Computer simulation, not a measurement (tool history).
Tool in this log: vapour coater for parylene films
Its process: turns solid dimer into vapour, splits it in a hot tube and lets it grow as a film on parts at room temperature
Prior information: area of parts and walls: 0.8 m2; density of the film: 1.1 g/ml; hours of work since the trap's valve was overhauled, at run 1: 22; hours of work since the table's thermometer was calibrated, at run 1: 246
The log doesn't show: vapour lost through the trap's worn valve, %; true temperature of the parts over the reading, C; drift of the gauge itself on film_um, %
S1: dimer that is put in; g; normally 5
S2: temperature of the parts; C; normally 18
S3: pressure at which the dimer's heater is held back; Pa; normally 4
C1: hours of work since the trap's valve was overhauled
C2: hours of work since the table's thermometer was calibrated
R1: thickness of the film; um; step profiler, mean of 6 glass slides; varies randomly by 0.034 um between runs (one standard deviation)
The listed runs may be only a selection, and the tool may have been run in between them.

run,day,S1,S2,S3,C1,C2,R1
1,0,5,18,4,22,246,3.27
2,1.829,5,18,4,51,276,3.36
3,2.954,5,18,4,69,294,3.24
4,4.388,5,18,4,92,317,3.26
5,5.679,8,18,4,113,337,5.24
6,7.392,8,18,4,140,364,5.2
7,9.108,8,18,3.32,168,392,5.2
8,10.317,8,18,3.32,187,411,5.27
9,11.717,5,18,4,209,434,3.14
10,12.575,5,11,4,223,447,3.93
11,14.396,5,18,4,252,476,3.08
12,16,5,18,4,278,502,3
13,17.471,5,30,4,301,526,2.04
14,18.683,5,29,4.21,321,545,2.01
15,19.908,5,12,4.41,340,565,3.64
16,21.417,9,27,11.8,364,589,3.11
17,23.083,8,18,5.5,391,615,4.35
18,24.454,6,18,8.24,413,637,3.03
19,25.988,6,18,8.24,437,662,2.96
20,27.279,5,24,3.89,458,682,2.34
21,28.642,6,18,4,480,704,3.42

Predict the results of run 22:
22,29.833,5,18,2.87,499,723,?

Run 22 came out at R1 3.03 um.
Minus the tool's unlogged condition, the same run would have read R1 3.63 um.
